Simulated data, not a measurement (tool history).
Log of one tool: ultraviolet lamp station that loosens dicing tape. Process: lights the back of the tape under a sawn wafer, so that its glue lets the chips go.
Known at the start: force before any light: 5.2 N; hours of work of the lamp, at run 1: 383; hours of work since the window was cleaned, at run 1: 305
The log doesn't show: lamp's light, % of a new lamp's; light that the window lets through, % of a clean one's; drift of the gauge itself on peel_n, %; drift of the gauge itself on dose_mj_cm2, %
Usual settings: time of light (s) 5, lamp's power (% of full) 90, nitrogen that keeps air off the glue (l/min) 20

| run | day | time of light (s) | lamp's power (% of full) | nitrogen that keeps air off the glue (l/min) | hours of work of the lamp | hours of work since the window was cleaned | force that peels the tape off (N) | light that reached the tape (mJ/cm2) |
|---|---|---|---|---|---|---|---|---|
| 1 | 0.000 | 5 | 90 | 20 | 383 | 305 | 0.161 | 291 |
|  | 0.479 | window cleaned of glue's vapour |
| 2 | 1.762 | 4 | 90 | 20 | 414 | 23 | 0.239 | 231 |
| 3 | 5.254 | 4 | 90 | 20 | 476 | 85 | 0.239 | 234 |
| 4 | 7.371 | 4 | 90 | 20 | 514 | 123 | 0.231 | 235 |
| 5 | 10.517 | 4 | 90 | 20 | 570 | 178 | 0.255 | 235 |
| 6 | 13.404 | 5 | 90 | 17 | 621 | 230 | 0.172 | 295 |
| 7 | 16.279 | 5 | 90 | 17 | 672 | 281 | 0.169 | 292 |
|  | 18.154 | window cleaned of glue's vapour |
| 8 | 18.404 | 5 | 64 | 20 | 710 | 4 | 0.310 | 209 |
| 9 | 21.983 | 5 | 64 | 20 | 773 | 68 | 0.302 | 210 |
| 10 | 23.596 | 5 | 65 | 20 | 802 | 97 | 0.309 | 208 |
| 11 | 26.800 | 5 | 90 | 20 | 859 | 154 | 0.165 | 292 |
| 12 | 29.925 | 5 | 90 | 20 | 915 | 209 | 0.157 | 288 |
| 13 | 31.562 | 5 | 90 | 20 | 944 | 238 | 0.162 | 295 |
| 14 | 33.308 | 5 | 77 | 20 | 975 | 269 | 0.210 | 253 |
|  | 35.775 | window cleaned of glue's vapour |
| 15 | 36.192 | 5 | 90 | 20 | 1026 | 7 | 0.160 | 293 |
| 16 | 37.808 | 5 | 90 | 20 | 1054 | 36 | 0.144 | 289 |
| 17 | 41.162 | 5 | 90 | 14 | 1114 | 96 | 0.184 | 292 |
| 18 | 43.692 | 5 | 90 | 20 | 1159 | 141 | 0.156 | 292 |
| 19 | 45.546 | 5 | 90 | 20 | 1192 | 174 | 0.163 | 293 |
| 20 | 48.517 | 5 | 90 | 20 | 1245 | 227 | 0.162 | 292 |
| 21 | 51.112 | 4 | 90 | 7 | 1291 | 273 | 0.464 | 236 |
|  | 53.429 | window cleaned of glue's vapour |
| 22 | 54.542 | 8 | 93 | 30 | 1351 | 20 | 0.107 | 487 |
| 23 | 56.342 | 3 | 96 | 20 | 1383 | 52 | 0.396 | 186 |
| 24 | 59.029 | 5 | 90 | 14 | 1431 | 100 | 0.194 | 292 |
| 25 | 62.033 | 5 | 85 | 14 | 1485 | 153 | 0.205 | 274 |
| 26 | 65.446 | 3 | 82 | 6 | 1545 | 214 | 1.065 | 159 |
| 27 | 67.262 | 3 | 82 | 7 | 1578 | 246 | 0.966 | 160 |
| 28 | 69.138 | 3 | 82 | 7 | 1611 | 279 | 0.929 | 160 |
|  | 71.075 | window cleaned of glue's vapour |
| 29 | 72.242 | 3 | 82 | 7 | 1666 | 21 | 0.947 | 161 |
|  | 73.158 | lamp changed |
| 30 | 75.504 | 3 | 82 | 7 | 42 | 78 | 0.951 | 162 |
| 31 | 77.125 | 5 | 90 | 15 | 71 | 107 | 0.186 | 294 |
| 32 | 79.088 | 5 | 73 | 15 | 105 | 142 | 0.276 | 239 |
| 33 | 82.225 | 10 | 75 | 30 | 161 | 197 | 0.098 | 493 |
| 34 | 85.208 | 9 | 90 | 20 | 214 | 250 | 0.098 | 523 |
|  | 88.758 | window cleaned of glue's vapour |
| 35 | 88.821 | 5 | 90 | 15 | 278 | 1 | 0.171 | 295 |
| 36 | 91.333 | 5 | 90 | 15 | 323 | 46 | 0.183 | 294 |
| 37 | 94.404 | 5 | 63 | 32 | 377 | 100 | 0.271 | 204 |
| 38 | 97.238 | 5 | 63 | 11 | 428 | 151 | 0.473 | 207 |
| 39 | 99.888 | 5 | 63 | 33 | 475 | 198 | 0.238 | 206 |
| 40 | 101.454 | 5 | 63 | 33 | 503 | 226 | 0.256 | 206 |

4 ways to go on from here, each from the tool as it stands after run 40. What would each give?
| A | 104.117 | 4 | 63 | 33 | 550 | 273 | ? | ? |
| B | 104.117 | 3 | 68 | 34 | 550 | 273 | ? | ? |
| C | 104.117 | 5 | 90 | 25 | 550 | 273 | ? | ? |
| D | 104.117 | 5 | 63 | 14 | 550 | 273 | ? | ? |

| run | force that peels the tape off (N) | light that reached the tape (mJ/cm2) |
|---|---|---|
| A | 0.405 | 165 |
| B | 0.629 | 133 |
| C | 0.146 | 292 |
| D | 0.413 | 203 |
Without the tool's hidden state the same runs would have given:
| run | force that peels the tape off (N) | light that reached the tape (mJ/cm2) |
|---|---|---|
| A | 0.403 | 165 |
| B | 0.627 | 134 |
| C | 0.146 | 292 |
| D | 0.411 | 203 |
